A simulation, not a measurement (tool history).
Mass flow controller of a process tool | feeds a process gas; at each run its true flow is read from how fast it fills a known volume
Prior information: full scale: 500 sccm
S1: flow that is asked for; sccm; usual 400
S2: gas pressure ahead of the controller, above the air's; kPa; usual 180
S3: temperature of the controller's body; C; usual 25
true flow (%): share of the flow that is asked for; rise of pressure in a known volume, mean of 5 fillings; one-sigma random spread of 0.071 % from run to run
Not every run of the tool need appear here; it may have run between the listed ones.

Run 1, day 0.000: usual settings. Result: true flow (%) 99.72.
Run 2, day 4.983: usual settings but S3 36 C. Result: true flow (%) 98.70.
Run 3, day 8.671: usual settings but S3 31 C. Result: true flow (%) 99.17.
Run 4, day 12.233: usual settings but S3 31 C. Result: true flow (%) 99.15.
Run 5, day 17.646: usual settings but S3 31 C. Result: true flow (%) 99.00.
Run 6, day 22.021: usual settings but S3 29 C. Result: true flow (%) 99.24.
Run 7, day 25.692: usual settings but S3 36 C. Result: true flow (%) 98.63.
Run 8, day 31.342: usual settings but S3 36 C. Result: true flow (%) 98.64.
Run 9, day 36.954: usual settings but S1 346 sccm, S3 29 C. Result: true flow (%) 98.95.
Run 10, day 40.238: usual settings but S2 176 kPa, S3 27 C. Result: true flow (%) 99.62.
Run 11, day 43.562: usual settings but S1 127 sccm, S2 176 kPa, S3 30 C. Result: true flow (%) 97.25.
Run 12, day 46.117: usual settings but S1 127 sccm, S2 188 kPa, S3 30 C. Result: true flow (%) 97.08.
Run 13, day 50.250: usual settings but S1 104 sccm, S3 27 C. Result: true flow (%) 97.15.
Run 14, day 54.912: usual settings but S1 383 sccm, S2 145 kPa. Result: true flow (%) 99.83.
Run 15, day 59.525: usual settings but S1 383 sccm, S2 145 kPa. Result: true flow (%) 99.75.

Some steps in true flow (%), run to run, broken into two amounts with sign: the step expected even without the hidden condition (settings, incoming material, random variation), and the rest, left for the hidden condition together with whatever gauge scatter is not in both the measured and the hidden-condition-free result:
Hidden state present: flow at rest that the sensor doesn't see, % of full scale; true flow over the shown one, %; drift of the gauge itself on true_pct, %.
Run 13 -> 14: S1 104 -> 383, S2 180 -> 145, S3 27 -> 25. true flow (%) +2.68: hidden state +0.71, all else +1.97.
